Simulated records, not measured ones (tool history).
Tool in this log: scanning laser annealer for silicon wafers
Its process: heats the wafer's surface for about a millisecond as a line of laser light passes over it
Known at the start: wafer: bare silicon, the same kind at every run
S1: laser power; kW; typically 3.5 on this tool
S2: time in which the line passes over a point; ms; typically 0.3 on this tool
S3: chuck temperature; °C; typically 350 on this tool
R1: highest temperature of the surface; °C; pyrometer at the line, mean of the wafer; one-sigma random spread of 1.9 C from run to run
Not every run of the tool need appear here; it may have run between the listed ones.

run	hour	S1	S2	S3	R1
1	0	3.5	0.3	350	1095
2	27.6	3.5	0.3	350	1095
3	72.2	3.5	0.3	350	1097
4	118.6	3.5	0.3	350	1096
# hour 158.2: window over the wafer cleaned
5	169	3.5	0.3	350	1096
6	215.8	3.5	0.3	350	1098
7	262.6	3.5	0.3	350	1095
8	303.4	3.5	0.3	350	1100
9	338.1	3.5	0.3	350	1094
10	366.7	3.5	0.3	350	1098
11	394.4	3.526	0.3	350	1103
12	448.2	3.526	0.3	350	1103
13	481.1	3.5	0.3	350	1096
14	509.8	3.5	0.3	350	1096
15	542	3.5	0.3	350	1099
16	574.7	3.5	0.214	350	973
17	632.1	3.5	0.3	350	1098
18	675.2	3.5	0.3	350	1097
19	722.1	3.5	0.3	350	1095
20	755.3	3.5	0.3	350	1097
21	811.6	3.768	0.3	350	1161
22	871.9	3.111	0.3	345	1000
23	915.9	3.111	0.3	345	1003
24	953.3	3.589	0.305	319	1092
25	978.9	3.589	0.305	319	1095
26	1011.6	3.589	0.305	319	1092
27	1053.1	3.589	0.214	375	1013
# hour 1078.3: window over the wafer cleaned
28	1089	3.825	0.254	322	1069
29	1122.8	3.825	0.234	322	1040
30	1172.3	3.59	0.234	314	987
31	1203.8	3.5	0.3	354	1101
32	1231.4	3.527	0.3	350	1105
33	1268	3.527	0.225	390	1035
34	1307.7	3.527	0.225	390	1031
35	1362.6	3.527	0.225	390	1032
36	1421.7	3.527	0.225	390	1033
37	1458.7	3.527	0.225	361	1003
38	1519	3.577	0.286	350	1093
39	1548.8	3.577	0.286	350	1092
40	1583.4	3.5	0.3	372	1119

Consider 5 possible next runs. They are alternatives, not a sequence: every one starts from the tool as it was left by run 40. What does each give?
A	1610.7	3.5	0.233	358	?
B	1610.7	3.044	0.224	378	?
C	1610.7	3.5	0.241	338	?
D	1610.7	3.5	0.32	350	?
E	1610.7	3.788	0.362	355	?

run	R1
A	1008
B	924
C	1000
D	1121
E	1255
Without the tool's hidden state the same runs would have given:
run	R1
A	1009
B	925
C	1001
D	1122
E	1256
